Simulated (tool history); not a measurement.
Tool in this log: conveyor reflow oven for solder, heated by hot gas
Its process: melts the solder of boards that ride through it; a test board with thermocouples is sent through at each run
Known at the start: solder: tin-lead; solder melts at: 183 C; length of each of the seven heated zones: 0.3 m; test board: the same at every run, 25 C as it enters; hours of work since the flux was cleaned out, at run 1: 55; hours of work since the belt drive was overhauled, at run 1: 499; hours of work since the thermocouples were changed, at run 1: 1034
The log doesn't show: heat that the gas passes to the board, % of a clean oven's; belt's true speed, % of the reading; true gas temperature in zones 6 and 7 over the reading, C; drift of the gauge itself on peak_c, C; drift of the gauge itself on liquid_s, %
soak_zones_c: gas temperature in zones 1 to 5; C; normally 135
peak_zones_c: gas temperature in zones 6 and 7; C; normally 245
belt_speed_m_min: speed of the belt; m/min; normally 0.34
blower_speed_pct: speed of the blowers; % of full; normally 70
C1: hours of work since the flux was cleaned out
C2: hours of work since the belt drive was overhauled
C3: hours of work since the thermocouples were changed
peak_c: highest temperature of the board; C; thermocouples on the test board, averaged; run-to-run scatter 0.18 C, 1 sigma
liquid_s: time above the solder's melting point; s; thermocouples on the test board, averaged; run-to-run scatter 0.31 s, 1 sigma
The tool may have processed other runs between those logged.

run 1 hour=0 | soak_zones_c=135 peak_zones_c=245 belt_speed_m_min=0.34 blower_speed_pct=70 | C1=55 C2=499 C3=1034 | peak_c=226.6 liquid_s=88.2
run 2 hour=23.7 | soak_zones_c=135 peak_zones_c=245 belt_speed_m_min=0.34 blower_speed_pct=70 | C1=68 C2=512 C3=1047 | peak_c=226.6 liquid_s=88.1
run 3 hour=33.2 | soak_zones_c=135 peak_zones_c=245 belt_speed_m_min=0.34 blower_speed_pct=70 | C1=73 C2=517 C3=1052 | peak_c=226.5 liquid_s=87.9
run 4 hour=56.3 | soak_zones_c=135 peak_zones_c=245 belt_speed_m_min=0.397 blower_speed_pct=70 | C1=86 C2=530 C3=1065 | peak_c=221.1 liquid_s=70.2
run 5 hour=76.4 | soak_zones_c=135 peak_zones_c=245 belt_speed_m_min=0.397 blower_speed_pct=70 | C1=97 C2=541 C3=1076 | peak_c=220.2 liquid_s=69.7
run 6 hour=91.4 | soak_zones_c=135 peak_zones_c=245 belt_speed_m_min=0.34 blower_speed_pct=54 | C1=106 C2=549 C3=1084 | peak_c=222.2 liquid_s=84.1
run 7 hour=107 | soak_zones_c=135 peak_zones_c=245 belt_speed_m_min=0.34 blower_speed_pct=70 | C1=114 C2=558 C3=1093 | peak_c=226 liquid_s=87.8
run 8 hour=117.3 | soak_zones_c=135 peak_zones_c=245 belt_speed_m_min=0.34 blower_speed_pct=70 | C1=120 C2=564 C3=1098 | peak_c=226.3 liquid_s=87.7
run 9 hour=130 | soak_zones_c=135 peak_zones_c=245 belt_speed_m_min=0.34 blower_speed_pct=70 | C1=127 C2=571 C3=1105 | peak_c=225.9 liquid_s=87.5
run 10 hour=149.4 | soak_zones_c=135 peak_zones_c=245 belt_speed_m_min=0.34 blower_speed_pct=70 | C1=138 C2=581 C3=1116 | peak_c=226 liquid_s=88
run 11 hour=167.6 | soak_zones_c=135 peak_zones_c=245 belt_speed_m_min=0.36 blower_speed_pct=70 | C1=148 C2=591 C3=1126 | peak_c=223.6 liquid_s=80.7
run 12 hour=184.1 | soak_zones_c=140 peak_zones_c=245 belt_speed_m_min=0.34 blower_speed_pct=70 | C1=157 C2=601 C3=1135 | peak_c=226.5 liquid_s=91
run 13 hour=202.5 | soak_zones_c=140 peak_zones_c=245 belt_speed_m_min=0.34 blower_speed_pct=70 | C1=167 C2=611 C3=1145 | peak_c=226.4 liquid_s=90.5
run 14 hour=223.8 | soak_zones_c=140 peak_zones_c=245 belt_speed_m_min=0.34 blower_speed_pct=70 | C1=179 C2=622 C3=1157 | peak_c=226.3 liquid_s=90.3
run 15 hour=238.8 | soak_zones_c=140 peak_zones_c=245 belt_speed_m_min=0.34 blower_speed_pct=70 | C1=187 C2=631 C3=1165 | peak_c=226.4 liquid_s=90.2
-- hour=255.7 thermocouples of zones 6 and 7 changed
run 16 hour=255.7 | soak_zones_c=140 peak_zones_c=245 belt_speed_m_min=0.34 blower_speed_pct=70 | C1=195 C2=639 C3=0 | peak_c=228.2 liquid_s=92.2
run 17 hour=275.5 | soak_zones_c=121 peak_zones_c=235 belt_speed_m_min=0.278 blower_speed_pct=86 | C1=206 C2=650 C3=11 | peak_c=224.9 liquid_s=102.6
run 18 hour=287.9 | soak_zones_c=141 peak_zones_c=235 belt_speed_m_min=0.278 blower_speed_pct=83 | C1=213 C2=657 C3=18 | peak_c=226.5 liquid_s=113.8
run 19 hour=298 | soak_zones_c=141 peak_zones_c=235 belt_speed_m_min=0.278 blower_speed_pct=83 | C1=218 C2=662 C3=23 | peak_c=226.5 liquid_s=112.6
run 20 hour=311.3 | soak_zones_c=123 peak_zones_c=239 belt_speed_m_min=0.321 blower_speed_pct=70 | C1=226 C2=670 C3=31 | peak_c=222 liquid_s=84.3
-- hour=326 flux residue cleaned out of gas plates and filters
run 21 hour=329.5 | soak_zones_c=135 peak_zones_c=243 belt_speed_m_min=0.34 blower_speed_pct=88 | C1=2 C2=677 C3=38 | peak_c=229.9 liquid_s=91.4
run 22 hour=339.4 | soak_zones_c=135 peak_zones_c=243 belt_speed_m_min=0.34 blower_speed_pct=88 | C1=7 C2=682 C3=43 | peak_c=229.9 liquid_s=92
run 23 hour=355.3 | soak_zones_c=150 peak_zones_c=245 belt_speed_m_min=0.404 blower_speed_pct=70 | C1=16 C2=691 C3=52 | peak_c=225.6 liquid_s=79.7
run 24 hour=365.8 | soak_zones_c=150 peak_zones_c=245 belt_speed_m_min=0.404 blower_speed_pct=70 | C1=22 C2=697 C3=58 | peak_c=225.1 liquid_s=79.6
run 25 hour=388.1 | soak_zones_c=150 peak_zones_c=245 belt_speed_m_min=0.404 blower_speed_pct=70 | C1=34 C2=709 C3=70 | peak_c=225.4 liquid_s=79.4
run 26 hour=400.6 | soak_zones_c=149 peak_zones_c=243 belt_speed_m_min=0.397 blower_speed_pct=58 | C1=41 C2=716 C3=77 | peak_c=221.5 liquid_s=77.2

What does the tool deliver on the next run?
run 27 hour=421.1 | soak_zones_c=149 peak_zones_c=243 belt_speed_m_min=0.397 blower_speed_pct=58 | C1=52 C2=727 C3=88 | peak_c=? liquid_s=?

{"run 27": {"peak_c": 220.9, "liquid_s": 77.3}}
With the hidden condition absent and the run-to-run variation left alone, this run would have shown peak_c 220.6 C, liquid_s 75.3 s.

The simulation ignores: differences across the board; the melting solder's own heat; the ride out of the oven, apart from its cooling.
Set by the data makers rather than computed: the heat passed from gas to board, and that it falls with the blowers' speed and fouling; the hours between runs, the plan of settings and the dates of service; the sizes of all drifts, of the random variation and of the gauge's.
